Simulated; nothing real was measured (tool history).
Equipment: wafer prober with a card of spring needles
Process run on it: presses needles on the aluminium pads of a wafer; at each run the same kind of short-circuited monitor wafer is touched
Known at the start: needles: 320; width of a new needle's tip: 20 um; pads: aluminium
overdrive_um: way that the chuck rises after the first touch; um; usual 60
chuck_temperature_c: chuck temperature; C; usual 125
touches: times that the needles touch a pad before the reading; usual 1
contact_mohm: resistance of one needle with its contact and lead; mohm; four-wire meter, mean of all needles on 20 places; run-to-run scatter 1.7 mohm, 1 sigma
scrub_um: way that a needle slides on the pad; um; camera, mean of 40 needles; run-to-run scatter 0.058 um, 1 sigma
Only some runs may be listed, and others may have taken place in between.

Run 1, day 0: usual settings. Result: contact_mohm 181 mohm, scrub_um 10.57 um.
At day 0.125: tips cleaned on abrasive film.
At day 0.325: tips cleaned on abrasive film.
At day 0.529: tips cleaned on abrasive film.
Run 2, day 0.546: usual settings. Result: contact_mohm 183 mohm, scrub_um 10.72 um.
At day 0.708: tips cleaned on abrasive film.
At day 0.871: tips cleaned on abrasive film.
At day 1.075: tips cleaned on abrasive film.
At day 1.275: tips cleaned on abrasive film.
Run 3, day 1.317: usual settings. Result: contact_mohm 180 mohm, scrub_um 10.74 um.
At day 1.479: tips cleaned on abrasive film.
At day 1.683: tips cleaned on abrasive film.
At day 1.883: tips cleaned on abrasive film.
At day 2.046: tips cleaned on abrasive film.
At day 2.25: tips cleaned on abrasive film.
Run 4, day 2.329: usual settings. Result: contact_mohm 180 mohm, scrub_um 10.74 um.
At day 2.454: tips cleaned on abrasive film.
At day 2.654: tips cleaned on abrasive film.
At day 2.858: tips cleaned on abrasive film.
At day 3.062: tips cleaned on abrasive film.
At day 3.267: tips cleaned on abrasive film.
At day 3.467: tips cleaned on abrasive film.
Run 5, day 3.533: usual settings. Result: contact_mohm 183 mohm, scrub_um 10.66 um.
At day 3.658: tips cleaned on abrasive film.
At day 3.862: tips cleaned on abrasive film.
At day 4.062: tips cleaned on abrasive film.
At day 4.267: tips cleaned on abrasive film.
Run 6, day 4.288: usual settings. Result: contact_mohm 181 mohm, scrub_um 10.73 um.
At day 4.454: tips cleaned on abrasive film.
At day 4.654: tips cleaned on abrasive film.
At day 4.858: tips cleaned on abrasive film.
At day 5.062: tips cleaned on abrasive film.
At day 5.267: tips cleaned on abrasive film.
Run 7, day 5.342: usual settings. Result: contact_mohm 180 mohm, scrub_um 10.69 um.
At day 5.467: tips cleaned on abrasive film.
At day 5.667: tips cleaned on abrasive film.
At day 5.871: tips cleaned on abrasive film.
At day 6.075: tips cleaned on abrasive film.
At day 6.275: tips cleaned on abrasive film.
Run 8, day 6.429: usual settings but touches 2. Result: contact_mohm 182 mohm, scrub_um 10.66 um.
At day 6.471: tips cleaned on abrasive film.
At day 6.562: height of the first contact set anew.
At day 6.688: tips cleaned on abrasive film.
At day 6.892: tips cleaned on abrasive film.
At day 7.092: tips cleaned on abrasive film.
At day 7.296: tips cleaned on abrasive film.
At day 7.5: tips cleaned on abrasive film.
At day 7.7: tips cleaned on abrasive film.
Run 9, day 7.767: usual settings. Result: contact_mohm 181 mohm, scrub_um 10.69 um.
At day 7.892: tips cleaned on abrasive film.
At day 8.092: tips cleaned on abrasive film.
At day 8.296: tips cleaned on abrasive film.
Run 10, day 8.333: usual settings but overdrive_um 51 um. Result: contact_mohm 180 mohm, scrub_um 9.09 um.
At day 8.496: tips cleaned on abrasive film.
At day 8.7: tips cleaned on abrasive film.
At day 8.9: tips cleaned on abrasive film.
At day 9.104: tips cleaned on abrasive film.
Run 11, day 9.229: usual settings but overdrive_um 51 um. Result: contact_mohm 183 mohm, scrub_um 9.13 um.
At day 9.275: tips cleaned on abrasive film.
At day 9.479: tips cleaned on abrasive film.
At day 9.679: tips cleaned on abrasive film.
At day 9.883: tips cleaned on abrasive film.
Run 12, day 9.946: usual settings but overdrive_um 51 um. Result: contact_mohm 180 mohm, scrub_um 9.19 um.
At day 10.067: tips cleaned on abrasive film.
At day 10.271: tips cleaned on abrasive film.
At day 10.433: tips cleaned on abrasive film.
At day 10.638: tips cleaned on abrasive film.
At day 10.842: tips cleaned on abrasive film.
At day 11.017: tips cleaned on abrasive film.
Run 13, day 11.017: usual settings but touches 3. Result: contact_mohm 182 mohm, scrub_um 10.79 um.
At day 11.221: tips cleaned on abrasive film.
At day 11.425: tips cleaned on abrasive film.
At day 11.629: tips cleaned on abrasive film.
At day 11.829: tips cleaned on abrasive film.
Run 14, day 11.833: usual settings but touches 3. Result: contact_mohm 182 mohm, scrub_um 10.85 um.
At day 11.996: tips cleaned on abrasive film.
At day 12.196: tips cleaned on abrasive film.
At day 12.4: tips cleaned on abrasive film.
At day 12.604: tips cleaned on abrasive film.
At day 12.808: tips cleaned on abrasive film.
At day 13.008: tips cleaned on abrasive film.
Run 15, day 13.079: usual settings but touches 3. Result: contact_mohm 179 mohm, scrub_um 10.83 um.
At day 13.204: tips cleaned on abrasive film.
At day 13.367: tips cleaned on abrasive film.
At day 13.571: tips cleaned on abrasive film.
At day 13.771: tips cleaned on abrasive film.
At day 13.975: tips cleaned on abrasive film.
Run 16, day 14.012: usual settings but touches 3. Result: contact_mohm 178 mohm, scrub_um 10.82 um.
At day 14.175: tips cleaned on abrasive film.
At day 14.379: tips cleaned on abrasive film.
At day 14.579: tips cleaned on abrasive film.
At day 14.783: tips cleaned on abrasive film.
At day 14.988: tips cleaned on abrasive film.
Run 17, day 15.071: usual settings but chuck_temperature_c 98 C, touches 2. Result: contact_mohm 177 mohm, scrub_um 10.78 um.
At day 15.154: tips cleaned on abrasive film.
At day 15.358: tips cleaned on abrasive film.
At day 15.562: tips cleaned on abrasive film.
At day 15.762: tips cleaned on abrasive film.
At day 15.967: tips cleaned on abrasive film.
At day 16.129: tips cleaned on abrasive film.
Run 18, day 16.196: usual settings but overdrive_um 80 um. Result: contact_mohm 177 mohm, scrub_um 14.61 um.
At day 16.321: tips cleaned on abrasive film.
At day 16.525: tips cleaned on abrasive film.
At day 16.725: tips cleaned on abrasive film.
Run 19, day 16.775: usual settings but overdrive_um 59 um, chuck_temperature_c 95 C, touches 2. Result: contact_mohm 174 mohm, scrub_um 10.63 um.
At day 16.9: tips cleaned on abrasive film.
At day 17.104: tips cleaned on abrasive film.
At day 17.267: tips cleaned on abrasive film.
Run 20, day 17.417: usual settings but overdrive_um 52 um, chuck_temperature_c 95 C, touches 2. Result: contact_mohm 178 mohm, scrub_um 9.44 um.
At day 17.462: tips cleaned on abrasive film.
At day 17.662: tips cleaned on abrasive film.
At day 17.829: tips cleaned on abrasive film.
At day 18.029: tips cleaned on abrasive film.
At day 18.196: tips cleaned on abrasive film.
Run 21, day 18.233: usual settings but overdrive_um 52 um, chuck_temperature_c 95 C, touches 2. Result: contact_mohm 179 mohm, scrub_um 9.43 um.
At day 18.396: tips cleaned on abrasive film.
At day 18.596: tips cleaned on abrasive film.
At day 18.762: tips cleaned on abrasive film.
Run 22, day 18.875: usual settings but overdrive_um 52 um, chuck_temperature_c 95 C, touches 2. Result: contact_mohm 179 mohm, scrub_um 9.45 um.
At day 18.958: tips cleaned on abrasive film.
At day 19.158: tips cleaned on abrasive film.
At day 19.212: height of the first contact set anew.
At day 19.375: tips cleaned on abrasive film.
At day 19.579: tips cleaned on abrasive film.
Run 23, day 19.738: usual settings but overdrive_um 43 um, chuck_temperature_c 75 C, touches 2. Result: contact_mohm 175 mohm, scrub_um 7.84 um.
At day 19.779: tips cleaned on abrasive film.
At day 19.942: tips cleaned on abrasive film.
At day 20.146: tips cleaned on abrasive film.
At day 20.35: tips cleaned on abrasive film.
At day 20.55: tips cleaned on abrasive film.
Run 24, day 20.654: usual settings but chuck_temperature_c 27 C. Result: contact_mohm 160 mohm, scrub_um 10.97 um.
At day 20.738: tips cleaned on abrasive film.
At day 20.942: tips cleaned on abrasive film.
At day 21.146: tips cleaned on abrasive film.
At day 21.346: tips cleaned on abrasive film.
At day 21.55: tips cleaned on abrasive film.
Run 25, day 21.575: usual settings but chuck_temperature_c 30 C, touches 2. Result: contact_mohm 161 mohm, scrub_um 11.02 um.

What if the next run were any one of these 3? Each begins from the tool's condition after run 25:
At day 21.738: tips cleaned on abrasive film.
At day 21.942: tips cleaned on abrasive film.
At day 22.142: tips cleaned on abrasive film.
Run A, day 22.183: usual settings but overdrive_um 51 um, chuck_temperature_c 30 C. Result: contact_mohm ?, scrub_um ?.
At day 21.738: tips cleaned on abrasive film.
At day 21.942: tips cleaned on abrasive film.
At day 22.142: tips cleaned on abrasive film.
Run B, day 22.183: usual settings but overdrive_um 65 um. Result: contact_mohm ?, scrub_um ?.
At day 21.738: tips cleaned on abrasive film.
At day 21.942: tips cleaned on abrasive film.
At day 22.142: tips cleaned on abrasive film.
Run C, day 22.183: usual settings but overdrive_um 53 um, chuck_temperature_c 30 C, touches 2. Result: contact_mohm ?, scrub_um ?.

run  contact_mohm  scrub_um
  A           163      9.26
  B           177     11.83
  C           167      9.72
Take away the tool's hidden state, keep each run's random variation, and the runs would have read:
run  contact_mohm  scrub_um
  A           162      9.03
  B           177     11.54
  C           166      9.48
